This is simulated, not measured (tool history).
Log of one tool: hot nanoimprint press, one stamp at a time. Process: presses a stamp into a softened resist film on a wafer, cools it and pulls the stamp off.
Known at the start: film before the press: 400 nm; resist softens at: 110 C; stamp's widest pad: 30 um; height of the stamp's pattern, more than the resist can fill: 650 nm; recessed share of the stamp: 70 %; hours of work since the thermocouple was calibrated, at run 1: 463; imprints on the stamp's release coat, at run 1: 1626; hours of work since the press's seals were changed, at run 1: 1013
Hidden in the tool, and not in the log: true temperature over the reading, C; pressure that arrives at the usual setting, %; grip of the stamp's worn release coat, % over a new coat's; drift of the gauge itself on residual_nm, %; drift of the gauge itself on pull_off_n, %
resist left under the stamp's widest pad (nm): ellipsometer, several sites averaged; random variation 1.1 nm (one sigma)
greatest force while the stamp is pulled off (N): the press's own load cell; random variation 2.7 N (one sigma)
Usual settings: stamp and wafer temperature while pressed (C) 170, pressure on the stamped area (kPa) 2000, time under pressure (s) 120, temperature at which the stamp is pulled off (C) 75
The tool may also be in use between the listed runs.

run	day	stamp and wafer temperature while pressed (C)	pressure on the stamped area (kPa)	time under pressure (s)	temperature at which the stamp is pulled off (C)	hours of work since the thermocouple was calibrated	imprints on the stamp's release coat	hours of work since the press's seals were changed	resist left under the stamp's widest pad (nm)	greatest force while the stamp is pulled off (N)
1	0.000	170	2000	120	75	463	1626	1013	170.3	139
2	1.612	170	2000	120	75	490	1774	1039	168.9	142
3	3.225	170	2000	120	75	516	1922	1065	171.8	136
# day 4.642: stamp cleaned and given a new release coat
4	5.979	170	2000	120	75	557	123	1106	166.9	132
# day 7.208: plate thermocouple calibrated
5	7.550	170	2000	120	75	6	255	1130	168.1	139
6	9.908	170	2000	120	75	44	471	1168	169.0	138
# day 11.546: press's hydraulic seals changed and the load cell set to zero
7	11.829	170	2000	120	75	70	617	5	168.0	139
8	14.308	170	2000	120	75	111	844	45	168.2	140
9	16.583	170	2000	120	75	148	1053	82	168.5	137
10	18.125	170	2000	120	75	173	1194	108	168.6	143
11	20.179	170	2000	120	75	207	1383	141	169.3	137
12	21.533	170	2000	120	75	229	1507	163	168.4	139
13	23.912	170	2000	120	63	268	1725	202	168.1	153
14	26.338	170	2000	120	75	308	1947	242	169.6	136
# day 27.567: stamp cleaned and given a new release coat
15	27.729	170	2000	120	75	326	15	261	169.6	139
16	29.733	171	1340	100	71	359	199	294	211.3	144
17	30.796	171	1340	100	71	376	296	311	213.2	139
18	33.342	171	1340	100	71	418	530	353	214.9	137
19	35.254	171	1340	100	71	449	705	384	210.9	146
20	37.333	171	1340	100	71	483	896	418	212.9	143
21	39.546	163	2230	63	67	520	1098	454	253.9	144
22	41.879	176	1420	65	75	558	1312	492	197.9	139
# day 43.154: plate thermocouple calibrated
23	44.079	176	1420	65	75	15	1502	526	199.3	137
24	46.238	161	1260	95	66	50	1700	562	299.0	149
25	48.017	161	1260	95	66	80	1863	591	300.2	151
26	49.104	177	1260	138	66	97	1963	609	160.1	152
# day 50.171: stamp cleaned and given a new release coat
27	50.525	177	1260	78	62	117	33	628	194.4	148
28	52.779	177	1260	78	62	153	239	664	192.9	156
29	53.938	175	2000	104	60	172	346	683	146.4	152
30	54.996	175	2000	140	60	190	442	701	130.8	152

3 ways to go on from here, each from the tool as it stands after run 30. What would each give?
A	57.092	170	1410	117	75	224	635	735	?	?
B	57.092	160	2000	120	75	224	635	735	?	?
C	57.092	175	2000	75	74	224	635	735	?	?

run	resist left under the stamp's widest pad (nm)	greatest force while the stamp is pulled off (N)
A	202.0	136
B	243.8	137
C	166.3	141
Without the tool's hidden state the same runs would have given:
run	resist left under the stamp's widest pad (nm)	greatest force while the stamp is pulled off (N)
A	201.6	135
B	243.2	137
C	165.8	140
